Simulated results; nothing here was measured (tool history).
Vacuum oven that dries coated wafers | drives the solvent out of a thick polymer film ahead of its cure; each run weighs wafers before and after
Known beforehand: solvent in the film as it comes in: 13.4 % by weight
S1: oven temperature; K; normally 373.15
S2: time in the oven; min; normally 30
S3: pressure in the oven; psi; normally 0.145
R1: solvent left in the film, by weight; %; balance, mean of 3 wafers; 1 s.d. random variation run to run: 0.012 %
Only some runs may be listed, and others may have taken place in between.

| run | hour | S1 | S2 | S3 | R1 |
|---|---|---|---|---|---|
| 1 | 0 | 373.15 | 30 | 0.145 | 1.73 |
| 2 | 15.9 | 373.15 | 30 | 0.145 | 1.74 |
| 3 | 30.7 | 373.15 | 30 | 0.145 | 1.74 |
| 4 | 45.6 | 373.15 | 38 | 0.145 | 1.35 |
| 5 | 60.4 | 373.15 | 50 | 0.145 | 1.11 |
| 6 | 69.3 | 373.15 | 30 | 0.145 | 1.77 |
| 7 | 79 | 373.15 | 30 | 0.145 | 1.75 |
| 8 | 97.2 | 373.15 | 18 | 0.145 | 3.15 |
| 9 | 111.9 | 373.15 | 18 | 0.145 | 3.17 |
| 10 | 124.5 | 373.15 | 18 | 0.145 | 3.15 |
| 11 | 132.8 | 373.15 | 18 | 0.145 | 3.15 |
| 12 | 146.7 | 373.15 | 18 | 0.145 | 3.15 |
| 13 | 154.8 | 373.15 | 18 | 0.145 | 3.14 |
| 14 | 162.9 | 373.15 | 30 | 0.145 | 1.73 |
| 15 | 178.1 | 373.15 | 35 | 0.145 | 1.45 |
| 16 | 194.7 | 373.15 | 20 | 0.145 | 2.82 |
| 17 | 207.3 | 373.15 | 20 | 0.145 | 2.8 |
| 18 | 223.7 | 373.15 | 20 | 0.145 | 2.8 |
| 19 | 233.7 | 373.15 | 20 | 0.145 | 2.8 |
| 20 | 244.4 | 373.15 | 20 | 0.145 | 2.81 |
| 21 | 260.7 | 373.15 | 20 | 0.145 | 2.78 |
| 22 | 278.7 | 373.15 | 20 | 0.145 | 2.78 |
| 23 | 287.7 | 372.15 | 30 | 0.145 | 1.87 |
| 24 | 296 | 372.15 | 15 | 0.096 | 3.7 |
| 25 | 309.8 | 372.15 | 15 | 0.096 | 3.72 |
| 26 | 324.8 | 365.15 | 26 | 0.183 | 3.62 |
| 27 | 338.4 | 365.15 | 26 | 0.183 | 3.62 |
| 28 | 347.2 | 360.15 | 29 | 0.145 | 3.98 |
| 29 | 363.2 | 373.15 | 30 | 0.132 | 1.68 |
| 30 | 377.4 | 373.15 | 26 | 0.342 | 3.22 |
| 31 | 385.5 | 384.15 | 22 | 0.553 | 2.94 |
| 32 | 397 | 388.15 | 26 | 0.136 | 0.7 |
| 33 | 413.1 | 361.15 | 26 | 0.136 | 4.05 |
| 34 | 423 | 361.15 | 26 | 0.136 | 4.05 |
| 35 | 433.7 | 380.15 | 23 | 0.112 | 1.32 |
| 36 | 445.1 | 365.15 | 24 | 0.096 | 3.25 |
| 37 | 461.9 | 369.15 | 49 | 0.074 | 0.9 |
| 38 | 470.2 | 369.15 | 49 | 0.074 | 0.89 |
| 39 | 480 | 367.15 | 16 | 0.145 | 4.69 |
| 40 | 488.9 | 367.15 | 19 | 0.133 | 3.99 |
| 41 | 499.1 | 384.15 | 42 | 0.155 | 0.73 |
| 42 | 514.3 | 384.15 | 42 | 0.155 | 0.76 |
| 43 | 531.7 | 384.15 | 19 | 0.081 | 1.19 |
| 44 | 549.2 | 384.15 | 19 | 0.081 | 1.2 |
| 45 | 559.7 | 373.15 | 30 | 0.145 | 1.74 |
| 46 | 571.3 | 372.15 | 30 | 0.145 | 1.87 |

Withheld: 1 entry from between the runs. Position of each, and hidden state at the listed run before versus the listed run after:
After run 36, before run 37: oven's thermocouples calibrated (hour 447.9)
  true wafer temperature over the reading, C: 0.09 -> -0.01
